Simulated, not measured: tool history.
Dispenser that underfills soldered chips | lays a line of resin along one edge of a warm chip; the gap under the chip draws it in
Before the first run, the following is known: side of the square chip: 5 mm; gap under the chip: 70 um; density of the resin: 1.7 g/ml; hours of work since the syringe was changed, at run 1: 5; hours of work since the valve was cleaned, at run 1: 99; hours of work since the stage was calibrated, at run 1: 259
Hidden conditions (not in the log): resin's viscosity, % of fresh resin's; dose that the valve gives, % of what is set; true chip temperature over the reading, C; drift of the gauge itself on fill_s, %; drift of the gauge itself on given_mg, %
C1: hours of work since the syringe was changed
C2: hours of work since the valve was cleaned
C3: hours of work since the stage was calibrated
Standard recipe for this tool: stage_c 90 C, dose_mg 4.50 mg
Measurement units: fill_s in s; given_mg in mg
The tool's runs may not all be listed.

Run 1, hour 0.0: usual settings; C1 5; C2 99; C3 259. Result: fill_s 8.1 s, given_mg 4.22 mg.
At hour 6.8: new syringe of resin.
Run 2, hour 12.1: usual settings; C1 3; C2 106; C3 266. Result: fill_s 7.4 s, given_mg 4.17 mg.
At hour 20.5: new syringe of resin.
Run 3, hour 20.5: usual settings but dose_mg 5.22 mg; C1 0; C2 111; C3 271. Result: fill_s 6.2 s, given_mg 4.85 mg.
Run 4, hour 32.9: usual settings but dose_mg 5.22 mg; C1 8; C2 119; C3 279. Result: fill_s 10.1 s, given_mg 4.83 mg.
At hour 34.3: new syringe of resin.
At hour 44.4: dispensing valve cleaned and set on the balance.
Run 5, hour 44.6: usual settings but dose_mg 5.37 mg; C1 6; C2 0; C3 285. Result: fill_s 8.5 s, given_mg 5.36 mg.
At hour 48.7: new syringe of resin.
Run 6, hour 57.1: usual settings but dose_mg 5.37 mg; C1 5; C2 8; C3 293. Result: fill_s 8.5 s, given_mg 5.35 mg.
At hour 62.3: new syringe of resin.
Run 7, hour 67.4: usual settings but dose_mg 5.37 mg; C1 3; C2 14; C3 299. Result: fill_s 7.2 s, given_mg 5.32 mg.
Run 8, hour 73.4: usual settings but dose_mg 5.63 mg; C1 7; C2 18; C3 303. Result: fill_s 9.5 s, given_mg 5.58 mg.
At hour 76.5: new syringe of resin.
Run 9, hour 80.0: usual settings but dose_mg 5.63 mg; C1 2; C2 22; C3 307. Result: fill_s 6.5 s, given_mg 5.59 mg.
At hour 90.6: new syringe of resin.
Run 10, hour 91.3: usual settings but dose_mg 5.63 mg; C1 0; C2 29; C3 314. Result: fill_s 6.1 s, given_mg 5.48 mg.
Run 11, hour 98.3: usual settings but stage_c 94 C, dose_mg 5.63 mg; C1 5; C2 33; C3 318. Result: fill_s 6.2 s, given_mg 5.51 mg.
At hour 104.6: new syringe of resin.
Run 12, hour 109.9: usual settings but stage_c 97 C, dose_mg 4.64 mg; C1 3; C2 40; C3 325. Result: fill_s 5.7 s, given_mg 4.51 mg.
Run 13, hour 115.4: usual settings but stage_c 105 C, dose_mg 4.87 mg; C1 7; C2 43; C3 329. Result: fill_s 5.2 s, given_mg 4.71 mg.
At hour 118.4: new syringe of resin.
Run 14, hour 121.5: usual settings but stage_c 105 C, dose_mg 4.87 mg; C1 2; C2 47; C3 332. Result: fill_s 3.3 s, given_mg 4.71 mg.
Run 15, hour 126.6: usual settings but stage_c 97 C; C1 5; C2 50; C3 336. Result: fill_s 6.6 s, given_mg 4.34 mg.
At hour 132.1: new syringe of resin.
Run 16, hour 134.4: usual settings but stage_c 92 C, dose_mg 3.89 mg; C1 1; C2 55; C3 340. Result: fill_s 6.5 s, given_mg 3.72 mg.

Alternative continuations, all from the tool just after run 16; predict every row:
Run A, hour 144.4: usual settings but stage_c 98 C, dose_mg 3.89 mg; C1 8; C2 61; C3 347. Result: fill_s ?, given_mg ?.
Run B, hour 144.4: usual settings but stage_c 92 C, dose_mg 4.26 mg; C1 8; C2 61; C3 347. Result: fill_s ?, given_mg ?.
Run C, hour 144.4: usual settings but stage_c 92 C, dose_mg 3.87 mg; C1 8; C2 61; C3 347. Result: fill_s ?, given_mg ?.
Run D, hour 144.4: usual settings but stage_c 94 C, dose_mg 4.70 mg; C1 8; C2 61; C3 347. Result: fill_s ?, given_mg ?.

run  fill_s  given_mg
  A     7.3      3.76
  B     9.4      4.10
  C     9.6      3.74
  D     8.1      4.52
With no hidden state in the tool, these same runs would have given:
run  fill_s  given_mg
  A     4.0      3.91
  B     5.2      4.27
  C     5.2      3.89
  D     4.4      4.70
